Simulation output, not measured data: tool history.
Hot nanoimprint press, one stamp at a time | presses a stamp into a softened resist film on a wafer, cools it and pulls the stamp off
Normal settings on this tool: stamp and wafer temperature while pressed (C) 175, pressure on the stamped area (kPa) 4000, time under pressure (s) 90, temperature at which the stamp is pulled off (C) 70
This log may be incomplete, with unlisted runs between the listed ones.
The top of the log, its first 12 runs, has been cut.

| run | hour | stamp and wafer temperature while pressed (C) | pressure on the stamped area (kPa) | time under pressure (s) | temperature at which the stamp is pulled off (C) | hours of work since the thermocouple was calibrated | imprints on the stamp's release coat | hours of work since the press's seals were changed | resist left under the stamp's widest pad (nm) | greatest force while the stamp is pulled off (N) |
|---|---|---|---|---|---|---|---|---|---|---|
| 13 | 221.7 | 175 | 4000 | 90 | 70 | 203 | 858 | 116 | 177.9 | 224 |
| 14 | 244.3 | 175 | 4000 | 90 | 70 | 212 | 928 | 126 | 174.5 | 239 |
| 15 | 260.1 | 175 | 4000 | 90 | 70 | 219 | 976 | 132 | 175.1 | 230 |
| 16 | 285.9 | 175 | 4000 | 170 | 70 | 230 | 1056 | 143 | 133.7 | 240 |
| 17 | 305.5 | 175 | 4000 | 170 | 70 | 238 | 1116 | 151 | 133.8 | 238 |
| 18 | 330.0 | 173 | 3890 | 90 | 58 | 248 | 1192 | 161 | 189.5 | 258 |
| 19 | 342.0 | 164 | 6280 | 56 | 76 | 253 | 1229 | 166 | 246.8 | 224 |
| 20 | 358.9 | 164 | 6280 | 56 | 76 | 260 | 1281 | 173 | 249.7 | 231 |
| 21 | 371.9 | 187 | 3080 | 90 | 63 | 266 | 1321 | 179 | 133.8 | 248 |
| 22 | 384.7 | 168 | 4670 | 105 | 57 | 271 | 1360 | 184 | 191.1 | 253 |
| 23 | 408.9 | 166 | 4000 | 132 | 55 | 281 | 1435 | 194 | 204.1 | 277 |
| 24 | 421.8 | 175 | 5920 | 132 | 63 | 287 | 1474 | 200 | 122.5 | 257 |
|  | 430.0 | stamp cleaned and given a new release coat |
| 25 | 447.2 | 175 | 5920 | 132 | 63 | 295 | 53 | 208 | 120.8 | 227 |
| 26 | 459.5 | 181 | 5920 | 70 | 63 | 300 | 91 | 213 | 129.8 | 230 |
| 27 | 473.1 | 181 | 5920 | 70 | 63 | 305 | 133 | 218 | 131.8 | 223 |
| 28 | 488.2 | 181 | 5920 | 70 | 63 | 312 | 180 | 225 | 130.8 | 226 |
| 29 | 498.8 | 182 | 5690 | 78 | 63 | 316 | 212 | 229 | 122.0 | 224 |
| 30 | 512.2 | 187 | 5690 | 157 | 73 | 322 | 254 | 235 | 75.6 | 214 |

4 options for the next run, each taken on its own from the tool as it stands now. Forecast them:
| A | 527.2 | 187 | 5690 | 157 | 65 | 328 | 300 | 241 | ? | ? |
| B | 527.2 | 164 | 4750 | 157 | 67 | 328 | 300 | 241 | ? | ? |
| C | 527.2 | 168 | 5690 | 53 | 64 | 328 | 300 | 241 | ? | ? |
| D | 527.2 | 187 | 5720 | 90 | 62 | 328 | 300 | 241 | ? | ? |

| run | resist left under the stamp's widest pad (nm) | greatest force while the stamp is pulled off (N) |
|---|---|---|
| A | 76.0 | 216 |
| B | 186.4 | 222 |
| C | 228.7 | 224 |
| D | 98.0 | 235 |
Stripped of hidden state, with their random variation kept, the same runs would have yielded:
| run | resist left under the stamp's widest pad (nm) | greatest force while the stamp is pulled off (N) |
|---|---|---|
| A | 78.7 | 212 |
| B | 194.9 | 218 |
| C | 237.4 | 219 |
| D | 101.4 | 230 |
